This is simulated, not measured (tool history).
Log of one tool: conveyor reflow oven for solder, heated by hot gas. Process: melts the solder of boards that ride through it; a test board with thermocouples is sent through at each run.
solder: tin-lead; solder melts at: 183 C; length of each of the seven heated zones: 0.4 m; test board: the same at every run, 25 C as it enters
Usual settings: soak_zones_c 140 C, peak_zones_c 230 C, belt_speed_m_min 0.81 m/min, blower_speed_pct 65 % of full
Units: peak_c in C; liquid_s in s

{"run": 1, "hour": 0.0, "soak_zones_c": 140, "peak_zones_c": 230, "belt_speed_m_min": 0.81, "blower_speed_pct": 65, "peak_c": 213.9, "liquid_s": 43.5}
{"run": 2, "hour": 13.6, "soak_zones_c": 140, "peak_zones_c": 230, "belt_speed_m_min": 0.81, "blower_speed_pct": 65, "peak_c": 214.7, "liquid_s": 43.5}
{"run": 3, "hour": 20.9, "soak_zones_c": 130, "peak_zones_c": 230, "belt_speed_m_min": 0.81, "blower_speed_pct": 65, "peak_c": 213.1, "liquid_s": 39.7}
{"run": 4, "hour": 29.1, "soak_zones_c": 130, "peak_zones_c": 230, "belt_speed_m_min": 0.81, "blower_speed_pct": 65, "peak_c": 212.8, "liquid_s": 39.6}
{"run": 5, "hour": 36.5, "soak_zones_c": 140, "peak_zones_c": 224, "belt_speed_m_min": 0.81, "blower_speed_pct": 65, "peak_c": 208.8, "liquid_s": 39.9}
{"run": 6, "hour": 46.2, "soak_zones_c": 140, "peak_zones_c": 224, "belt_speed_m_min": 0.81, "blower_speed_pct": 65, "peak_c": 208.9, "liquid_s": 39.9}
{"run": 7, "hour": 60.8, "soak_zones_c": 140, "peak_zones_c": 224, "belt_speed_m_min": 0.81, "blower_speed_pct": 65, "peak_c": 209.6, "liquid_s": 39.5}
{"run": 8, "hour": 67.3, "soak_zones_c": 140, "peak_zones_c": 230, "belt_speed_m_min": 0.81, "blower_speed_pct": 51, "peak_c": 210.7, "liquid_s": 40.3}
{"run": 9, "hour": 78.9, "soak_zones_c": 140, "peak_zones_c": 230, "belt_speed_m_min": 0.81, "blower_speed_pct": 76, "peak_c": 216, "liquid_s": 45.1}
{"run": 10, "hour": 91.1, "soak_zones_c": 140, "peak_zones_c": 230, "belt_speed_m_min": 0.81, "blower_speed_pct": 65, "peak_c": 213.8, "liquid_s": 43}
{"run": 11, "hour": 98.3, "soak_zones_c": 140, "peak_zones_c": 230, "belt_speed_m_min": 0.81, "blower_speed_pct": 65, "peak_c": 214.1, "liquid_s": 42.4}
{"run": 12, "hour": 110.1, "soak_zones_c": 140, "peak_zones_c": 230, "belt_speed_m_min": 0.81, "blower_speed_pct": 65, "peak_c": 214.3, "liquid_s": 42.6}
{"run": 13, "hour": 122.5, "soak_zones_c": 140, "peak_zones_c": 230, "belt_speed_m_min": 0.81, "blower_speed_pct": 65, "peak_c": 213.6, "liquid_s": 42.9}
{"run": 14, "hour": 135.3, "soak_zones_c": 140, "peak_zones_c": 230, "belt_speed_m_min": 0.81, "blower_speed_pct": 63, "peak_c": 213.6, "liquid_s": 42.6}
{"run": 15, "hour": 142.7, "soak_zones_c": 140, "peak_zones_c": 230, "belt_speed_m_min": 0.81, "blower_speed_pct": 63, "peak_c": 213.7, "liquid_s": 42.6}
{"run": 16, "hour": 156.2, "soak_zones_c": 140, "peak_zones_c": 230, "belt_speed_m_min": 0.81, "blower_speed_pct": 63, "peak_c": 212.7, "liquid_s": 42.7}
{"run": 17, "hour": 163.1, "soak_zones_c": 140, "peak_zones_c": 230, "belt_speed_m_min": 0.81, "blower_speed_pct": 56, "peak_c": 211.9, "liquid_s": 41.2}
{"run": 18, "hour": 170.3, "soak_zones_c": 134, "peak_zones_c": 223, "belt_speed_m_min": 0.764, "blower_speed_pct": 67, "peak_c": 208.6, "liquid_s": 40.1}
{"run": 19, "hour": 181.5, "soak_zones_c": 134, "peak_zones_c": 223, "belt_speed_m_min": 0.764, "blower_speed_pct": 67, "peak_c": 208.1, "liquid_s": 40.5}
{"run": 20, "hour": 190.5, "soak_zones_c": 134, "peak_zones_c": 223, "belt_speed_m_min": 0.764, "blower_speed_pct": 67, "peak_c": 207.9, "liquid_s": 40.1}
{"run": 21, "hour": 200.2, "soak_zones_c": 140, "peak_zones_c": 230, "belt_speed_m_min": 0.894, "blower_speed_pct": 78, "peak_c": 212.2, "liquid_s": 37.7}
{"run": 22, "hour": 210.2, "soak_zones_c": 154, "peak_zones_c": 223, "belt_speed_m_min": 0.678, "blower_speed_pct": 65, "peak_c": 213.1, "liquid_s": 58}
{"run": 23, "hour": 218.7, "soak_zones_c": 147, "peak_zones_c": 223, "belt_speed_m_min": 0.678, "blower_speed_pct": 61, "peak_c": 212.4, "liquid_s": 53.9}
{"run": 24, "hour": 233.3, "soak_zones_c": 147, "peak_zones_c": 223, "belt_speed_m_min": 0.678, "blower_speed_pct": 61, "peak_c": 211.5, "liquid_s": 53.4}
{"run": 25, "hour": 245.2, "soak_zones_c": 147, "peak_zones_c": 223, "belt_speed_m_min": 0.678, "blower_speed_pct": 61, "peak_c": 211.5, "liquid_s": 53.5}
{"run": 26, "hour": 252.4, "soak_zones_c": 147, "peak_zones_c": 226, "belt_speed_m_min": 0.728, "blower_speed_pct": 61, "peak_c": 213.1, "liquid_s": 50}
{"run": 27, "hour": 263.2, "soak_zones_c": 147, "peak_zones_c": 226, "belt_speed_m_min": 0.728, "blower_speed_pct": 61, "peak_c": 212.3, "liquid_s": 49.5}
{"run": 28, "hour": 273.6, "soak_zones_c": 147, "peak_zones_c": 240, "belt_speed_m_min": 0.771, "blower_speed_pct": 61, "peak_c": 223.3, "liquid_s": 52.7}
{"run": 29, "hour": 287.5, "soak_zones_c": 133, "peak_zones_c": 236, "belt_speed_m_min": 0.683, "blower_speed_pct": 60, "peak_c": 220.5, "liquid_s": 54}
{"run": 30, "hour": 300.7, "soak_zones_c": 151, "peak_zones_c": 230, "belt_speed_m_min": 0.699, "blower_speed_pct": 72, "peak_c": 219, "liquid_s": 57.8}

Measured less the same run without the tool's hidden state. The same run-to-run variation is in both; the gauge's scatter may not be:
The hidden state here: heat that the gas passes to the board, % of a clean oven's; belt's true speed, % of the reading; true gas temperature in zones 6 and 7 over the reading, C; drift of the gauge itself on peak_c, C; drift of the gauge itself on liquid_s, %.
run=1 peak_c=-0.5 liquid_s=-0.2
run=2 peak_c=-0.6 liquid_s=-0.3
run=3 peak_c=-0.7 liquid_s=-0.4
run=4 peak_c=-0.8 liquid_s=-0.5
run=5 peak_c=-0.8 liquid_s=-0.5
run=6 peak_c=-0.9 liquid_s=-0.6
run=7 peak_c=-1 liquid_s=-0.7
run=8 peak_c=-1 liquid_s=-0.6
run=9 peak_c=-1.1 liquid_s=-0.6
run=10 peak_c=-1.2 liquid_s=-0.7
run=11 peak_c=-1.2 liquid_s=-0.8
run=12 peak_c=-1.3 liquid_s=-0.9
run=13 peak_c=-1.4 liquid_s=-0.9
run=14 peak_c=-1.5 liquid_s=-1
run=15 peak_c=-1.6 liquid_s=-1.1
run=16 peak_c=-1.7 liquid_s=-1.2
run=17 peak_c=-1.7 liquid_s=-1.2
run=18 peak_c=-1.8 liquid_s=-1.5
run=19 peak_c=-1.8 liquid_s=-1.6
run=20 peak_c=-1.9 liquid_s=-1.7
run=21 peak_c=-2.3 liquid_s=-1.4
run=22 peak_c=-1.7 liquid_s=-1.1
run=23 peak_c=-1.8 liquid_s=-1.4
run=24 peak_c=-1.9 liquid_s=-1.5
run=25 peak_c=-1.9 liquid_s=-1.6
run=26 peak_c=-2.2 liquid_s=-1.6
run=27 peak_c=-2.2 liquid_s=-1.6
run=28 peak_c=-2.5 liquid_s=-1.1
run=29 peak_c=-2.6 liquid_s=-1.6
run=30 peak_c=-2.4 liquid_s=-1.2
